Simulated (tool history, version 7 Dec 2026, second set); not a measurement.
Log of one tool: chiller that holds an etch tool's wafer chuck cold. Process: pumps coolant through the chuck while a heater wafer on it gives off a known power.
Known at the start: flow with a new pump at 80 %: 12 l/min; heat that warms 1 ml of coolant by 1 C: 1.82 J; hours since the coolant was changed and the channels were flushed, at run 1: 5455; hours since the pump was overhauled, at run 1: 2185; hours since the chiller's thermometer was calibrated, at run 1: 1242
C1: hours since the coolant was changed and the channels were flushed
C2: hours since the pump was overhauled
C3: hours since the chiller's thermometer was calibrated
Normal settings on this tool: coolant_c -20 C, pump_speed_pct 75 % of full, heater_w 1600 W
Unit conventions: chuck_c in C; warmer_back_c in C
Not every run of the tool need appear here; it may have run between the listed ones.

Run 1, hour 0.0: usual settings; C1 5455; C2 2185; C3 1242. Result: chuck_c 3.9 C, warmer_back_c 4.88 C.
Run 2, hour 64.0: usual settings; C1 5519; C2 2249; C3 1306. Result: chuck_c 4.1 C, warmer_back_c 4.87 C.
Run 3, hour 154.9: usual settings; C1 5610; C2 2340; C3 1397. Result: chuck_c 4.1 C, warmer_back_c 4.97 C.
Run 4, hour 242.8: usual settings; C1 5698; C2 2428; C3 1485. Result: chuck_c 4.2 C, warmer_back_c 4.91 C.
Run 5, hour 369.0: usual settings; C1 5824; C2 2554; C3 1611. Result: chuck_c 4.4 C, warmer_back_c 4.96 C.
Run 6, hour 496.4: usual settings but pump_speed_pct 69 % of full; C1 5952; C2 2681; C3 1739. Result: chuck_c 6.4 C, warmer_back_c 5.39 C.
Run 7, hour 557.2: usual settings; C1 6012; C2 2742; C3 1799. Result: chuck_c 4.4 C, warmer_back_c 4.94 C.
Run 8, hour 623.8: usual settings; C1 6079; C2 2809; C3 1866. Result: chuck_c 4.6 C, warmer_back_c 4.98 C.
Run 9, hour 695.2: usual settings; C1 6150; C2 2880; C3 1937. Result: chuck_c 4.6 C, warmer_back_c 4.92 C.
Run 10, hour 785.3: usual settings; C1 6241; C2 2970; C3 2028. Result: chuck_c 4.8 C, warmer_back_c 4.98 C.
Run 11, hour 884.3: usual settings but heater_w 1588 W; C1 6339; C2 3069; C3 2127. Result: chuck_c 4.6 C, warmer_back_c 4.88 C.
Run 12, hour 964.9: usual settings but pump_speed_pct 92 % of full, heater_w 1568 W; C1 6420; C2 3150; C3 2207. Result: chuck_c 0.1 C, warmer_back_c 4.00 C.
Run 13, hour 1092.7: usual settings but coolant_c -17 C, pump_speed_pct 76 % of full; C1 6548; C2 3278; C3 2335. Result: chuck_c 7.7 C, warmer_back_c 4.97 C.
Run 14, hour 1155.1: usual settings but coolant_c -15 C; C1 6610; C2 3340; C3 2397. Result: chuck_c 10.0 C, warmer_back_c 5.01 C.
Run 15, hour 1255.7: usual settings but coolant_c -15 C, pump_speed_pct 61 % of full, heater_w 1484 W; C1 6711; C2 3441; C3 2498. Result: chuck_c 13.2 C, warmer_back_c 5.80 C.
At hour 1272.2: coolant pump overhauled.
Run 16, hour 1338.8: usual settings but coolant_c -15 C, pump_speed_pct 88 % of full, heater_w 1484 W; C1 6789; C2 67; C3 2576. Result: chuck_c 5.8 C, warmer_back_c 4.02 C.
Run 17, hour 1437.4: usual settings but coolant_c -15 C, pump_speed_pct 83 % of full, heater_w 1266 W; C1 6888; C2 165; C3 2675. Result: chuck_c 3.9 C, warmer_back_c 3.70 C.
Run 18, hour 1561.2: usual settings but coolant_c -15 C, pump_speed_pct 83 % of full, heater_w 1266 W; C1 7011; C2 289; C3 2798. Result: chuck_c 3.8 C, warmer_back_c 3.66 C.
Run 19, hour 1641.3: usual settings but coolant_c -15 C, pump_speed_pct 83 % of full, heater_w 1266 W; C1 7091; C2 369; C3 2879. Result: chuck_c 4.0 C, warmer_back_c 3.65 C.
At hour 1656.7: coolant pump overhauled, once more.
Run 20, hour 1745.5: usual settings but coolant_c -15 C, pump_speed_pct 83 % of full, heater_w 1266 W; C1 7191; C2 89; C3 2978. Result: chuck_c 2.4 C, warmer_back_c 3.36 C.
Run 21, hour 1863.1: usual settings but coolant_c -29 C, pump_speed_pct 98 % of full, heater_w 2116 W; C1 7308; C2 206; C3 3095. Result: chuck_c -4.1 C, warmer_back_c 4.72 C.
Run 22, hour 1928.5: usual settings; C1 7374; C2 272; C3 3161. Result: chuck_c 4.2 C, warmer_back_c 4.72 C.

Consider 3 possible next runs. They are alternatives, not a sequence: every one starts from the tool as it was left by run 22. What does each give?
At hour 1955.6: coolant changed, channels flushed.
Run A, hour 1986.8: usual settings but pump_speed_pct 67 % of full; C1 31; C2 324; C3 3213. Result: chuck_c ?, warmer_back_c ?.
At hour 1955.6: coolant changed, channels flushed.
Run B, hour 1986.8: usual settings but coolant_c -11 C, pump_speed_pct 68 % of full, heater_w 1734 W; C1 31; C2 324; C3 3213. Result: chuck_c ?, warmer_back_c ?.
At hour 1955.6: coolant changed, channels flushed.
Run C, hour 1986.8: usual settings but coolant_c -19 C, pump_speed_pct 60 % of full, heater_w 939 W; C1 31; C2 324; C3 3213. Result: chuck_c ?, warmer_back_c ?.

run  chuck_c  warmer_back_c
  A      3.7           5.31
  B     14.5           5.68
  C     -3.5           3.57
Without the tool's unlogged condition, the same runs would have read:
run  chuck_c  warmer_back_c
  A      3.4           5.29
  B     14.2           5.66
  C     -3.8           3.55

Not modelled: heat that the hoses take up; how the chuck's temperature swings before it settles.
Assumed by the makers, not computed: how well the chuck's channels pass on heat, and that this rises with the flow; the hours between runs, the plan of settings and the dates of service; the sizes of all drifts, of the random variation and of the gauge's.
